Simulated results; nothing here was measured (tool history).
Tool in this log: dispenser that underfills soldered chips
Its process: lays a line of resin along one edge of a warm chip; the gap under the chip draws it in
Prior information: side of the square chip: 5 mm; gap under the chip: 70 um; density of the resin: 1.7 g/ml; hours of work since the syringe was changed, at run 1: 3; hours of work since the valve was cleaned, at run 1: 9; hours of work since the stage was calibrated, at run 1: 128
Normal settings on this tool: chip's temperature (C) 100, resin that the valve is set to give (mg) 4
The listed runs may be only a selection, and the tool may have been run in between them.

run,hour,chip's temperature (C),resin that the valve is set to give (mg),hours of work since the syringe was changed,hours of work since the valve was cleaned,hours of work since the stage was calibrated,time until the resin shows at the far edge (s),resin that the valve gave (mg)
1,0,100,4,3,9,128,21,3.98
2,3.3,100,4,5,11,131,23.6,3.98
3,7.6,100,4,8,14,133,26.1,4.01
4,12.8,100,4,11,17,136,30.7,3.98
# hour 14.5: new syringe of resin
5,16.9,100,4,1,19,139,19.4,3.94
6,19.3,100,4,3,21,140,21.5,3.92
7,21.7,100,4,4,22,142,22,3.98
8,23.9,100,4,6,24,143,24.1,3.93
9,27.6,100,4,8,26,145,26.9,3.99
10,30.2,100,4,10,27,147,27.3,3.9
# hour 34.1: new syringe of resin
11,34.1,104,4,0,30,149,15.4,3.98
12,38.6,104,4,3,32,152,17.8,3.94
13,42.6,104,4,5,35,154,20.1,3.91
14,47.4,104,4,8,38,157,22.7,3.95
15,49.8,104,4,10,39,159,24.4,3.91
16,52.8,100,4,11,41,161,31.3,3.9
# hour 53.8: new syringe of resin
17,57.2,100,4,2,44,163,19.9,3.87
18,60.5,100,4,4,46,165,21.7,3.98
19,64.2,100,4,6,48,167,24.5,3.86
20,66.3,86,4.69,8,49,169,44,4.52
21,69,86,4.69,9,51,170,47.9,4.53
22,71.6,114,4.38,11,52,172,17.8,4.26
# hour 73.5: new syringe of resin
23,74.9,100,4.96,1,54,174,18.6,4.81
24,77.7,105,3.98,3,56,176,17.3,3.84
25,81.2,90,5.03,5,58,178,32.4,4.85
26,85.7,90,5.03,7,61,180,36.7,4.87
27,88.8,104,4.89,9,63,182,23.2,4.75
# hour 93.3: new syringe of resin
28,94.1,104,4.89,0,66,185,15.4,4.74
29,98.5,104,4.89,3,69,188,18,4.66
30,102.6,95,3.69,6,71,191,31,3.5
31,107.3,89,3.48,9,74,194,45.7,3.3
32,112.2,101,3.94,12,77,197,30.8,3.83
# hour 113.2: new syringe of resin
33,115.9,101,3.94,2,79,199,19.4,3.8
34,119.5,101,3.94,4,81,201,21,3.8
35,124.6,98,4.83,7,84,204,26.4,4.67
36,127.3,100,4.03,9,86,206,26.9,3.77
37,129.6,112,3.82,10,88,207,18.5,3.69

Branching from run 37: 3 alternative next runs. What would each branch give?
# hour 132.8: new syringe of resin
A,133.9,101,4.97,1,90,210,?,?
# hour 132.8: new syringe of resin
B,133.9,92,4,1,90,210,?,?
# hour 132.8: new syringe of resin
C,133.9,100,4.13,1,90,210,?,?

run,time until the resin shows at the far edge (s),resin that the valve gave (mg)
A,18.1,4.66
B,26.7,3.81
C,19.2,3.94
What these runs would have given with no unlogged condition in the tool:
run,time until the resin shows at the far edge (s),resin that the valve gave (mg)
A,17.6,4.91
B,25.9,4.01
C,18.7,4.14
